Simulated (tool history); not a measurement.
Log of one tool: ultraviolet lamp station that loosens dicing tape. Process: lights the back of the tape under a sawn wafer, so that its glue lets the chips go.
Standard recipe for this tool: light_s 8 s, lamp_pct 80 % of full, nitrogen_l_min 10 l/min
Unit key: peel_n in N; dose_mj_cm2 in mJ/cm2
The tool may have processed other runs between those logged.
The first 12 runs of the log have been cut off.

run     day  light_s  lamp_pct  nitrogen_l_min  peel_n  dose_mj_cm2
 13   4.896        8        94              10   0.174          580
 14   5.254        8        94              10   0.183          581
 15   5.658        8        94              10   0.182          582
 16   5.938        8        94              10   0.175          573
 17   6.238        8        94              10   0.176          570
 18   6.554        8        80               3   0.684          492
 19   6.971        8        80               3   0.694          487
 20   7.438        5        80              10   0.689          303
 21   7.696        5        94               8   0.583          356
 22   8.050        5        94               8   0.587          353
 23   8.588        8        80              10   0.242          481
 24   9.017        8        80              10   0.253          478
 25   9.333        8        80              10   0.255          476
 26   9.758        8        80              10   0.260          473
 27  10.167       16        80              10   0.134          947
 28  10.533        5        93               7   0.713          344
 29  11.008        5        93               7   0.713          339
 30  11.454        5        93               7   0.726          345
 31  11.758        9        80              10   0.215          524
 32  12.133       13        80              10   0.144          753
 33  12.438       11        80               7   0.194          635
 34  12.908        4        80               6   1.660          230
 35  13.129       15        72              12   0.132          779
 36  13.658        5        85               6   1.065          303
 37  14.162        5        79               4   1.524          281

3 options for the next run, each taken on its own from the tool as it stands now. Forecast them:
  A  14.483        5        80               4       ?            ?
  B  14.483        8        80              10       ?            ?
  C  14.483        8        73               4       ?            ?

run  peel_n  dose_mj_cm2
  A   1.561          282
  B   0.281          455
  C   0.741          419
Had the tool no hidden state, the same runs would have come out as:
run  peel_n  dose_mj_cm2
  A   1.115          341
  B   0.195          550
  C   0.482          506
